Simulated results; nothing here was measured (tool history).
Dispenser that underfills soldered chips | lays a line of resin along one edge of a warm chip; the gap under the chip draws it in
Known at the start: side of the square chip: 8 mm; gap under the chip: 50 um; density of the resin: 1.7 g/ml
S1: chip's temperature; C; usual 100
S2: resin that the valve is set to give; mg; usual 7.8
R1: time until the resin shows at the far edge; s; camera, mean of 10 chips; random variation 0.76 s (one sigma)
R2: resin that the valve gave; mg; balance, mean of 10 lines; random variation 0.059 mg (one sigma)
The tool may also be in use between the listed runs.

| run | hour | S1 | S2 | R1 | R2 |
|---|---|---|---|---|---|
| 1 | 0 | 100 | 7.8 | 73.3 | 7.63 |
| 2 | 4 | 100 | 7.8 | 82.3 | 7.57 |
|  | 6.1 | new syringe of resin |
| 3 | 9 | 100 | 7.8 | 73.9 | 7.56 |
| 4 | 13 | 100 | 7.8 | 83.7 | 7.45 |
|  | 14.2 | new syringe of resin |
| 5 | 19.5 | 100 | 7.8 | 81.8 | 7.46 |
|  | 22.1 | new syringe of resin |
| 6 | 25.4 | 100 | 7.8 | 75.8 | 7.58 |
|  | 30.2 | new syringe of resin |
| 7 | 30.2 | 100 | 7.8 | 67.4 | 7.45 |
| 8 | 33.7 | 100 | 7.8 | 76.7 | 7.53 |
|  | 38.2 | new syringe of resin |
| 9 | 38.2 | 100 | 7.8 | 68.9 | 7.36 |
| 10 | 43.7 | 100 | 7.8 | 80.4 | 7.44 |
|  | 46.2 | new syringe of resin |
| 11 | 48.6 | 100 | 7.8 | 74.2 | 7.34 |
|  | 54.4 | new syringe of resin |
| 12 | 54.6 | 100 | 9.57 | 67.4 | 9.16 |
| 13 | 57.6 | 100 | 8.01 | 74.9 | 7.56 |
|  | 62.7 | new syringe of resin |
| 14 | 63.5 | 113 | 7.8 | 39.9 | 7.28 |
| 15 | 68.5 | 113 | 7.8 | 45 | 7.28 |
|  | 70.8 | new syringe of resin |
| 16 | 74 | 97 | 7.65 | 85.8 | 7.17 |
|  | 79.1 | new syringe of resin |
| 17 | 80 | 106 | 6.69 | 56.8 | 6.2 |
| 18 | 84 | 102 | 9.75 | 69.8 | 9.01 |
|  | 87.4 | new syringe of resin |
| 19 | 88.5 | 85 | 6.9 | 150.7 | 6.28 |
| 20 | 91.8 | 85 | 6.9 | 166.5 | 6.29 |
|  | 95.4 | new syringe of resin |
| 21 | 95.4 | 98 | 6.72 | 80.9 | 6.1 |
| 22 | 101.5 | 103 | 9.92 | 69.3 | 9.12 |
|  | 103.5 | new syringe of resin |
| 23 | 105.7 | 95 | 8.96 | 90 | 8.1 |
|  | 108.7 | dispensing valve cleaned and set on the balance |
| 24 | 110.7 | 100 | 9.68 | 79.3 | 9.73 |
|  | 112.5 | new syringe of resin |
| 25 | 114 | 100 | 9.68 | 70.6 | 9.52 |
| 26 | 117.6 | 100 | 9.68 | 77.3 | 9.72 |
|  | 120.9 | new syringe of resin |
| 27 | 123.5 | 115 | 8.3 | 36.9 | 8.27 |
| 28 | 128 | 91 | 8.98 | 121.4 | 8.82 |

Forecast each of these 4 alternatives for the next run:
|  | 129 | new syringe of resin |
| A | 131.5 | 114 | 8.06 | ? | ? |
|  | 129 | new syringe of resin |
| B | 131.5 | 114 | 7.39 | ? | ? |
|  | 129 | new syringe of resin |
| C | 131.5 | 85 | 7.8 | ? | ? |
|  | 129 | new syringe of resin |
| D | 131.5 | 109 | 7.8 | ? | ? |

| run | R1 | R2 |
|---|---|---|
| A | 39.6 | 7.97 |
| B | 39.6 | 7.33 |
| C | 146.6 | 7.73 |
| D | 50.2 | 7.76 |
Without the tool's hidden state the same runs would have given:
| run | R1 | R2 |
|---|---|---|
| A | 38.1 | 8.09 |
| B | 38 | 7.44 |
| C | 142 | 7.84 |
| D | 48.3 | 7.88 |
